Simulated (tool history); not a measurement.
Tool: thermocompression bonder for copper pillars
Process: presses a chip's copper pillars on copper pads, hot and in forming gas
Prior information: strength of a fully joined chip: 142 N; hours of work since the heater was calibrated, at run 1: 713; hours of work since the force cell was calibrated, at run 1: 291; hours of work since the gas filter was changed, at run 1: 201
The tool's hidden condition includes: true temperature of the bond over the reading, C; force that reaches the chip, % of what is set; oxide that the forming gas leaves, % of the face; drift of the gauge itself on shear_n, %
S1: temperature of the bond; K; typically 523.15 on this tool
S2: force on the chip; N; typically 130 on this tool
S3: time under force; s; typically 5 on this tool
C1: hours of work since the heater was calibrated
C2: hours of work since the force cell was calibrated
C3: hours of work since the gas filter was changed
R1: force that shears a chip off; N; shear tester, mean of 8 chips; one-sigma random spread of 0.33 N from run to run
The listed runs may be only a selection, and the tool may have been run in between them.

{"run": 1, "hour": 0.0, "S1": 523.15, "S2": 130, "S3": 5, "C1": 713, "C2": 291, "C3": 201, "R1": 106.6}
{"run": 2, "hour": 20.5, "S1": 523.15, "S2": 130, "S3": 5, "C1": 729, "C2": 306, "C3": 216, "R1": 105.7}
{"run": 3, "hour": 39.7, "S1": 523.15, "S2": 130, "S3": 5, "C1": 743, "C2": 320, "C3": 230, "R1": 106}
{"run": 4, "hour": 59.5, "S1": 538.15, "S2": 130, "S3": 5, "C1": 757, "C2": 335, "C3": 245, "R1": 116.4}
{"run": 5, "hour": 80.8, "S1": 538.15, "S2": 130, "S3": 5, "C1": 773, "C2": 351, "C3": 260, "R1": 116.1}
{"run": 6, "hour": 94.2, "S1": 523.15, "S2": 130, "S3": 5, "C1": 783, "C2": 361, "C3": 270, "R1": 107.1}
{"run": 7, "hour": 123.8, "S1": 523.15, "S2": 130, "S3": 5, "C1": 805, "C2": 383, "C3": 292, "R1": 105.7}
{"run": 8, "hour": 136.3, "S1": 523.15, "S2": 130, "S3": 5, "C1": 814, "C2": 392, "C3": 301, "R1": 106.4}
{"run": 9, "hour": 158.4, "S1": 523.15, "S2": 130, "S3": 5, "C1": 831, "C2": 408, "C3": 318, "R1": 105.2}
{"run": 10, "hour": 184.2, "S1": 523.15, "S2": 135, "S3": 5, "C1": 850, "C2": 427, "C3": 337, "R1": 108.1}
{"run": 11, "hour": 196.6, "S1": 523.15, "S2": 135, "S3": 5, "C1": 859, "C2": 436, "C3": 346, "R1": 108.4}
{"run": 12, "hour": 209.0, "S1": 523.15, "S2": 135, "S3": 5, "C1": 868, "C2": 446, "C3": 355, "R1": 108.6}
{"run": 13, "hour": 226.4, "S1": 523.15, "S2": 135, "S3": 5, "C1": 881, "C2": 459, "C3": 368, "R1": 108.7}
{"run": 14, "hour": 243.9, "S1": 510.15, "S2": 130, "S3": 5, "C1": 894, "C2": 472, "C3": 381, "R1": 95.6}
{"hour": 248.5, "done": "forming gas filter changed"}
{"run": 15, "hour": 270.6, "S1": 523.15, "S2": 109, "S3": 5, "C1": 914, "C2": 491, "C3": 16, "R1": 97.3}
{"run": 16, "hour": 283.2, "S1": 536.15, "S2": 130, "S3": 5, "C1": 923, "C2": 500, "C3": 26, "R1": 117.4}
{"run": 17, "hour": 311.8, "S1": 523.15, "S2": 130, "S3": 5, "C1": 944, "C2": 521, "C3": 47, "R1": 109.2}
{"run": 18, "hour": 334.9, "S1": 523.15, "S2": 130, "S3": 5, "C1": 961, "C2": 539, "C3": 64, "R1": 108.8}
{"run": 19, "hour": 358.4, "S1": 523.15, "S2": 130, "S3": 5, "C1": 979, "C2": 556, "C3": 81, "R1": 109}
{"run": 20, "hour": 380.6, "S1": 495.15, "S2": 130, "S3": 5, "C1": 995, "C2": 572, "C3": 98, "R1": 86.1}
{"run": 21, "hour": 410.8, "S1": 523.15, "S2": 130, "S3": 3, "C1": 1017, "C2": 595, "C3": 120, "R1": 97.1}
{"run": 22, "hour": 430.1, "S1": 523.15, "S2": 130, "S3": 3, "C1": 1032, "C2": 609, "C3": 135, "R1": 96.6}
{"hour": 458.8, "done": "heater calibrated with a thermocouple chip"}
{"run": 23, "hour": 461.0, "S1": 551.15, "S2": 83, "S3": 5, "C1": 2, "C2": 630, "C3": 156, "R1": 93.4}
{"run": 24, "hour": 474.3, "S1": 519.15, "S2": 107, "S3": 12, "C1": 11, "C2": 640, "C3": 166, "R1": 106.8}
{"run": 25, "hour": 503.0, "S1": 546.15, "S2": 130, "S3": 14, "C1": 33, "C2": 662, "C3": 187, "R1": 133.9}
{"run": 26, "hour": 526.5, "S1": 518.15, "S2": 130, "S3": 15, "C1": 50, "C2": 679, "C3": 204, "R1": 121.6}
{"run": 27, "hour": 547.0, "S1": 537.15, "S2": 105, "S3": 5, "C1": 65, "C2": 694, "C3": 220, "R1": 98.7}
{"run": 28, "hour": 560.4, "S1": 537.15, "S2": 105, "S3": 5, "C1": 75, "C2": 704, "C3": 230, "R1": 99.4}
{"run": 29, "hour": 585.9, "S1": 537.15, "S2": 105, "S3": 5, "C1": 94, "C2": 723, "C3": 248, "R1": 98.3}
{"run": 30, "hour": 611.3, "S1": 537.15, "S2": 105, "S3": 5, "C1": 113, "C2": 742, "C3": 267, "R1": 98.7}
{"run": 31, "hour": 641.2, "S1": 545.15, "S2": 130, "S3": 5, "C1": 135, "C2": 764, "C3": 289, "R1": 116.9}
{"run": 32, "hour": 658.7, "S1": 523.15, "S2": 120, "S3": 5, "C1": 148, "C2": 777, "C3": 302, "R1": 96.6}
{"run": 33, "hour": 674.0, "S1": 513.15, "S2": 119, "S3": 11, "C1": 159, "C2": 788, "C3": 314, "R1": 107.3}
{"run": 34, "hour": 692.7, "S1": 529.15, "S2": 147, "S3": 3, "C1": 173, "C2": 802, "C3": 328, "R1": 102.5}
{"run": 35, "hour": 708.0, "S1": 529.15, "S2": 147, "S3": 3, "C1": 185, "C2": 813, "C3": 339, "R1": 102.4}
{"run": 36, "hour": 730.2, "S1": 529.15, "S2": 147, "S3": 3, "C1": 201, "C2": 830, "C3": 355, "R1": 103.2}
{"run": 37, "hour": 755.6, "S1": 523.15, "S2": 130, "S3": 3, "C1": 220, "C2": 849, "C3": 374, "R1": 89.9}
{"hour": 770.6, "done": "forming gas filter changed"}
{"run": 38, "hour": 785.8, "S1": 500.15, "S2": 106, "S3": 3, "C1": 242, "C2": 871, "C3": 11, "R1": 58.8}
{"run": 39, "hour": 813.2, "S1": 526.15, "S2": 117, "S3": 5, "C1": 262, "C2": 891, "C3": 32, "R1": 100.6}
{"run": 40, "hour": 835.5, "S1": 547.15, "S2": 117, "S3": 5, "C1": 279, "C2": 907, "C3": 48, "R1": 116.1}
{"run": 41, "hour": 853.1, "S1": 496.15, "S2": 116, "S3": 5, "C1": 292, "C2": 921, "C3": 61, "R1": 73.8}

Alternative continuations, all from the tool just after run 41; predict every row:
{"run": "A", "hour": 874.0, "S1": 531.15, "S2": 96, "S3": 5, "C1": 307, "C2": 936, "C3": 77, "R1": "?"}
{"run": "B", "hour": 874.0, "S1": 523.15, "S2": 150, "S3": 3, "C1": 307, "C2": 936, "C3": 77, "R1": "?"}
{"run": "C", "hour": 874.0, "S1": 533.15, "S2": 178, "S3": 14, "C1": 307, "C2": 936, "C3": 77, "R1": "?"}

run=A R1=91.4
run=B R1=102.8
run=C R1=138.8
Had the tool no hidden state, the same runs would have come out as:
run=A R1=87.7
run=B R1=99.2
run=C R1=138.8

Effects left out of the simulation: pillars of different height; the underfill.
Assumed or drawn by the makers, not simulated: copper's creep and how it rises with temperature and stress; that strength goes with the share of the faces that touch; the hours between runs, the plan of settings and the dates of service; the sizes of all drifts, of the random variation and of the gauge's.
